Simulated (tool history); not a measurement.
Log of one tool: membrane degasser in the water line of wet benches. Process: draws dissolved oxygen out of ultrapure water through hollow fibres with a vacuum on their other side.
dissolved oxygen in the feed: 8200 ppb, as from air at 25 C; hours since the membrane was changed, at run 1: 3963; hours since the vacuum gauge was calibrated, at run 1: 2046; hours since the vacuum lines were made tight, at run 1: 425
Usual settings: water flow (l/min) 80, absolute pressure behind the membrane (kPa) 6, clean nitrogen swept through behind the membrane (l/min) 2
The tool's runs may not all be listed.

run,hour,water flow (l/min),absolute pressure behind the membrane (kPa),clean nitrogen swept through behind the membrane (l/min),hours since the membrane was changed,hours since the vacuum gauge was calibrated,hours since the vacuum lines were made tight,dissolved oxygen in the water behind the degasser (ppb),pressure that the water loses in the fibres (kPa)
1,0,80,6,2,3963,2046,425,239,59.35
2,63.7,80,11.43,2,4027,2110,489,639.4,59.33
3,160.6,80,11.43,2,4123,2207,585,640.6,59.47
4,282.6,80,6,2,4245,2329,707,240.1,59.48
5,338.4,80,6,2,4301,2385,763,240.6,59.19
6,454.5,80,6,2,4417,2501,879,242.1,59.26
7,517.7,80,6,2,4481,2564,943,242.1,59.37
8,594,80,6,2,4557,2640,1019,240.9,59.79
9,692.4,80,6,2,4655,2739,1117,242.2,59.49
10,750,80,6,2,4713,2796,1175,242.3,59.14
11,804.9,80,6,2,4768,2851,1230,247.1,59.84
12,856.2,72,6,2,4819,2903,1281,218.9,53.73
13,943.9,80,6,2,4907,2990,1369,245.1,59.8
14,1046.8,80,6,2,5010,3093,1472,242.6,59.4
# hour 1058.4: vacuum gauge calibrated
15,1128.6,80,6,2,5091,70,1553,239.5,59.64
16,1236.6,80,6,2,5199,178,1661,244.2,59.89
17,1317.2,60,8.19,5.78,5280,259,1742,131.6,44.68
18,1405.5,60,8.19,5.78,5368,347,1830,129.7,44.7
# hour 1448.4: vacuum gauge calibrated, once more
19,1514.6,96,13.75,4.67,5476,66,1938,481.2,71.5
20,1565.6,80,11.81,1.01,5527,117,1990,1061,59.39
21,1679.8,80,9.67,2,5642,231,2104,512.3,59.45
22,1750.4,80,9.67,2,5712,302,2174,513.7,59.71
23,1854,62,6.2,2,5816,406,2278,206.5,45.97
24,1912.8,62,5.74,2.57,5875,464,2337,143.4,46.73
25,1974.3,62,5.74,2.57,5936,526,2398,144.5,46.6
26,2082.3,86,6.2,1.21,6044,634,2506,394.9,64.34
27,2176.9,86,4.13,1.36,6139,728,2601,140,63.71
28,2235.4,86,8.31,4.06,6197,787,2659,267.2,64.48
29,2348.5,86,8.31,4.06,6310,900,2772,265.2,64.15
30,2458.9,86,4.6,3.36,6421,1011,2883,107.1,64.36
31,2576.2,100,13.92,0.86,6538,1128,3000,1620.3,74.9
32,2686.8,100,13.92,0.86,6649,1238,3111,1627.5,75.23

4 ways to go on from here, each from the tool as it stands after run 32. What would each give?
A,2789.7,51,14.71,3.93,6752,1341,3214,?,?
B,2789.7,79,12.81,2.41,6752,1341,3214,?,?
C,2789.7,80,13.33,2,6752,1341,3214,?,?
D,2789.7,88,9.16,3.18,6752,1341,3214,?,?

run,dissolved oxygen in the water behind the degasser (ppb),pressure that the water loses in the fibres (kPa)
A,346.1,38.38
B,639.6,59.42
C,782.7,59.48
D,371.9,66.39
Without the tool's hidden state the same runs would have given:
run,dissolved oxygen in the water behind the degasser (ppb),pressure that the water loses in the fibres (kPa)
A,342.5,37.26
B,632.2,57.69
C,774.8,57.74
D,363.8,64.45
